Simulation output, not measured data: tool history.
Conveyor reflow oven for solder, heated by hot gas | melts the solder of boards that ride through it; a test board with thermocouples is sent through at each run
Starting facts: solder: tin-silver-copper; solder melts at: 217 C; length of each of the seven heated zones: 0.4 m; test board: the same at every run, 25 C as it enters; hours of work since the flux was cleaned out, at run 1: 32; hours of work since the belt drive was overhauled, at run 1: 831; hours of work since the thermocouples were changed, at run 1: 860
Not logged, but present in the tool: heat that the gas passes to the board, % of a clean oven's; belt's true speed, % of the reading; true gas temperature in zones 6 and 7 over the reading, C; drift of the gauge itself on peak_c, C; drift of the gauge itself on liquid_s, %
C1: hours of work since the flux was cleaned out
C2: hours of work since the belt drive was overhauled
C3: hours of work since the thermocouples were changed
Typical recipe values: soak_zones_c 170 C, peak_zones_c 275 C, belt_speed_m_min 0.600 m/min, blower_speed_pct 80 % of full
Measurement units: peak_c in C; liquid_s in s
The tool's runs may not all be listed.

run 1 hour=0.0 | soak_zones_c=170 peak_zones_c=275 belt_speed_m_min=0.600 blower_speed_pct=80 | C1=32 C2=831 C3=860 | peak_c=263.2 liquid_s=66.4
run 2 hour=38.6 | soak_zones_c=170 peak_zones_c=275 belt_speed_m_min=0.600 blower_speed_pct=80 | C1=51 C2=851 C3=879 | peak_c=264.5 liquid_s=67.1
run 3 hour=67.5 | soak_zones_c=170 peak_zones_c=275 belt_speed_m_min=0.600 blower_speed_pct=50 | C1=65 C2=865 C3=893 | peak_c=255.4 liquid_s=60.5
run 4 hour=95.2 | soak_zones_c=170 peak_zones_c=275 belt_speed_m_min=0.600 blower_speed_pct=50 | C1=79 C2=879 C3=907 | peak_c=255.2 liquid_s=60.1
run 5 hour=123.5 | soak_zones_c=170 peak_zones_c=275 belt_speed_m_min=0.600 blower_speed_pct=50 | C1=93 C2=893 C3=921 | peak_c=254.9 liquid_s=60.1
run 6 hour=157.4 | soak_zones_c=170 peak_zones_c=275 belt_speed_m_min=0.600 blower_speed_pct=50 | C1=110 C2=910 C3=938 | peak_c=254.9 liquid_s=60.3
run 7 hour=192.7 | soak_zones_c=170 peak_zones_c=275 belt_speed_m_min=0.522 blower_speed_pct=80 | C1=128 C2=927 C3=956 | peak_c=267.2 liquid_s=79.3
run 8 hour=226.2 | soak_zones_c=170 peak_zones_c=275 belt_speed_m_min=0.600 blower_speed_pct=80 | C1=144 C2=944 C3=972 | peak_c=261.4 liquid_s=66.8
run 9 hour=267.9 | soak_zones_c=170 peak_zones_c=275 belt_speed_m_min=0.600 blower_speed_pct=80 | C1=165 C2=965 C3=993 | peak_c=262.4 liquid_s=66.7
run 10 hour=293.6 | soak_zones_c=170 peak_zones_c=275 belt_speed_m_min=0.600 blower_speed_pct=80 | C1=178 C2=978 C3=1006 | peak_c=263.7 liquid_s=66.6
-- hour=301.2 thermocouples of zones 6 and 7 changed
run 11 hour=328.8 | soak_zones_c=170 peak_zones_c=275 belt_speed_m_min=0.600 blower_speed_pct=80 | C1=195 C2=994 C3=14 | peak_c=263.0 liquid_s=67.0
run 12 hour=362.2 | soak_zones_c=170 peak_zones_c=275 belt_speed_m_min=0.547 blower_speed_pct=83 | C1=211 C2=1011 C3=30 | peak_c=267.8 liquid_s=75.2
-- hour=382.7 belt drive overhauled, speed set with a stopwatch
run 13 hour=406.5 | soak_zones_c=170 peak_zones_c=275 belt_speed_m_min=0.547 blower_speed_pct=83 | C1=231 C2=12 C3=50 | peak_c=265.9 liquid_s=75.2
run 14 hour=430.7 | soak_zones_c=170 peak_zones_c=275 belt_speed_m_min=0.547 blower_speed_pct=83 | C1=243 C2=24 C3=63 | peak_c=265.7 liquid_s=75.3
run 15 hour=450.0 | soak_zones_c=170 peak_zones_c=275 belt_speed_m_min=0.571 blower_speed_pct=83 | C1=253 C2=34 C3=72 | peak_c=265.8 liquid_s=71.3
run 16 hour=469.5 | soak_zones_c=170 peak_zones_c=275 belt_speed_m_min=0.591 blower_speed_pct=67 | C1=263 C2=43 C3=82 | peak_c=261.9 liquid_s=65.9
run 17 hour=497.6 | soak_zones_c=170 peak_zones_c=275 belt_speed_m_min=0.591 blower_speed_pct=67 | C1=277 C2=57 C3=96 | peak_c=260.8 liquid_s=65.9
run 18 hour=522.8 | soak_zones_c=170 peak_zones_c=275 belt_speed_m_min=0.600 blower_speed_pct=66 | C1=289 C2=70 C3=108 | peak_c=260.1 liquid_s=64.4
run 19 hour=547.2 | soak_zones_c=176 peak_zones_c=275 belt_speed_m_min=0.630 blower_speed_pct=67 | C1=301 C2=82 C3=121 | peak_c=260.0 liquid_s=63.2
run 20 hour=571.6 | soak_zones_c=184 peak_zones_c=270 belt_speed_m_min=0.503 blower_speed_pct=76 | C1=314 C2=94 C3=133 | peak_c=264.2 liquid_s=86.2
run 21 hour=592.8 | soak_zones_c=170 peak_zones_c=268 belt_speed_m_min=0.656 blower_speed_pct=80 | C1=324 C2=105 C3=143 | peak_c=254.7 liquid_s=56.2
run 22 hour=628.2 | soak_zones_c=170 peak_zones_c=275 belt_speed_m_min=0.614 blower_speed_pct=53 | C1=342 C2=122 C3=161 | peak_c=255.8 liquid_s=58.8

Below are 4 alternative next runs, each starting from the tool's condition after run 22. Predict each:
run A hour=660.2 | soak_zones_c=170 peak_zones_c=275 belt_speed_m_min=0.676 blower_speed_pct=66 | C1=358 C2=138 C3=177 | peak_c=? liquid_s=?
run B hour=660.2 | soak_zones_c=175 peak_zones_c=275 belt_speed_m_min=0.600 blower_speed_pct=65 | C1=358 C2=138 C3=177 | peak_c=? liquid_s=?
run C hour=660.2 | soak_zones_c=170 peak_zones_c=263 belt_speed_m_min=0.600 blower_speed_pct=80 | C1=358 C2=138 C3=177 | peak_c=? liquid_s=?
run D hour=660.2 | soak_zones_c=167 peak_zones_c=275 belt_speed_m_min=0.699 blower_speed_pct=53 | C1=358 C2=138 C3=177 | peak_c=? liquid_s=?

run=A peak_c=256.6 liquid_s=54.2
run=B peak_c=260.7 liquid_s=66.5
run=C peak_c=251.6 liquid_s=60.6
run=D peak_c=249.5 liquid_s=45.7
Had the tool no hidden state, the same runs would have come out as:
run=A peak_c=256.8 liquid_s=54.4
run=B peak_c=260.9 liquid_s=66.6
run=C peak_c=251.8 liquid_s=60.8
run=D peak_c=249.7 liquid_s=45.9

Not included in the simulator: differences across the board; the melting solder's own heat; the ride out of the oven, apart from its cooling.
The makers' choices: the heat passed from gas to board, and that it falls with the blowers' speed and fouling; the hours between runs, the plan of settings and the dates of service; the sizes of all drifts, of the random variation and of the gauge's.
